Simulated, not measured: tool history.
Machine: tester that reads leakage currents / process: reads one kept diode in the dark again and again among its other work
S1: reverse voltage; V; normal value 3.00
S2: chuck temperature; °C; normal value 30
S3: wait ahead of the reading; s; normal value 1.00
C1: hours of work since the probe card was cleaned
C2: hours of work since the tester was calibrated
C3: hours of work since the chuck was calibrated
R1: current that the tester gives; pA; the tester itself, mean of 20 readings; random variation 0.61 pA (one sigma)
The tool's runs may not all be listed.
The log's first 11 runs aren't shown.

run,hour,S1,S2,S3,C1,C2,C3,R1
12,646.0,3.00,30,1.00,494,655,494,203.91
13,698.4,6.30,30,1.00,527,688,527,286.99
# hour 718.3: chuck's temperature calibrated
14,737.4,3.00,30,1.00,550,712,12,202.31
15,813.1,3.00,30,1.00,598,759,60,204.29
16,871.7,3.00,30,1.00,635,797,97,201.81
17,919.1,3.00,30,1.00,665,826,127,202.81
18,966.3,3.00,30,1.00,695,856,157,203.34
19,1003.6,3.00,23,1.00,719,880,180,118.39
20,1045.7,3.00,23,1.00,745,906,207,118.77
21,1123.5,4.48,48,1.00,794,956,256,884.93
22,1161.5,3.12,32,2.55,818,980,280,239.89

Run 23 comes next. What will it give?
23,1221.3,10.34,23,0.66,856,1017,318,?

R1: 213.67 pA
Were there no unlogged condition in the tool, this run, its random variation unchanged, would have produced R1 213.83 pA.
